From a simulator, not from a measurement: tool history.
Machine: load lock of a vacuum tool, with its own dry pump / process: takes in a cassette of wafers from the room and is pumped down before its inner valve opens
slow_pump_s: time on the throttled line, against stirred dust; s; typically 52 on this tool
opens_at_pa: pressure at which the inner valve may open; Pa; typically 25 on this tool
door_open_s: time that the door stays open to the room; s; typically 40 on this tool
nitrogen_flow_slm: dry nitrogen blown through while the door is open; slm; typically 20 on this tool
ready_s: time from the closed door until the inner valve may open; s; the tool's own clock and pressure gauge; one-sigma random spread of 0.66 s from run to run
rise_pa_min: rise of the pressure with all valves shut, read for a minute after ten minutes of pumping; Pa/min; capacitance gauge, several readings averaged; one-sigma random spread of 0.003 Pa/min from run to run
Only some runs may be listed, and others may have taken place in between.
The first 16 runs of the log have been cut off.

| run | hour | slow_pump_s | opens_at_pa | door_open_s | nitrogen_flow_slm | incoming humidity of the room's air, % | ready_s | rise_pa_min |
|---|---|---|---|---|---|---|---|---|
| 17 | 1921.3 | 52 | 25 | 129 | 20 | 46.4 | 102.2 | 0.059 |
| 18 | 2083.7 | 52 | 37 | 40 | 20 | 49.7 | 99.2 | 0.063 |
| 19 | 2246.5 | 52 | 25 | 40 | 20 | 47.6 | 102.3 | 0.056 |
| 20 | 2415.5 | 66 | 42 | 60 | 20 | 46.8 | 108.8 | 0.068 |
| 21 | 2537.1 | 52 | 25 | 54 | 20 | 43.6 | 102.7 | 0.058 |
| 22 | 2666.0 | 28 | 19 | 40 | 20 | 39.6 | 87.0 | 0.056 |
| 23 | 2844.1 | 38 | 38 | 50 | 25 | 44.2 | 88.7 | 0.058 |
| 24 | 2970.3 | 38 | 49 | 50 | 25 | 44.5 | 88.0 | 0.062 |
| 25 | 3152.2 | 38 | 49 | 50 | 25 | 44.2 | 87.8 | 0.067 |
| 26 | 3306.0 | 52 | 25 | 161 | 4 | 43.4 | 101.7 | 0.110 |
| 27 | 3425.2 | 47 | 29 | 40 | 20 | 46.4 | 98.4 | 0.072 |
| 28 | 3542.7 | 44 | 29 | 127 | 13 | 41.0 | 96.2 | 0.092 |
| 29 | 3683.0 | 80 | 25 | 120 | 20 | 44.8 | 126.0 | 0.084 |
| 30 | 3861.8 | 27 | 26 | 26 | 10 | 43.9 | 84.5 | 0.081 |
| 31 | 3947.6 | 27 | 26 | 26 | 10 | 43.4 | 85.0 | 0.077 |
| 32 | 4067.6 | 41 | 25 | 28 | 11 | 49.6 | 96.0 | 0.080 |
| 33 | 4169.2 | 41 | 25 | 28 | 11 | 42.7 | 96.6 | 0.082 |

The next listed run, before its measurement:
| 34 | 4305.4 | 59 | 30 | 68 | 45 | 43.8 | ? | ? |

ready_s: 107.7 s
rise_pa_min: 0.075 Pa/min
On a tool with no hidden condition, and with the same random variation, this run would have come out at ready_s 101.0 s, rise_pa_min 0.010 Pa/min.
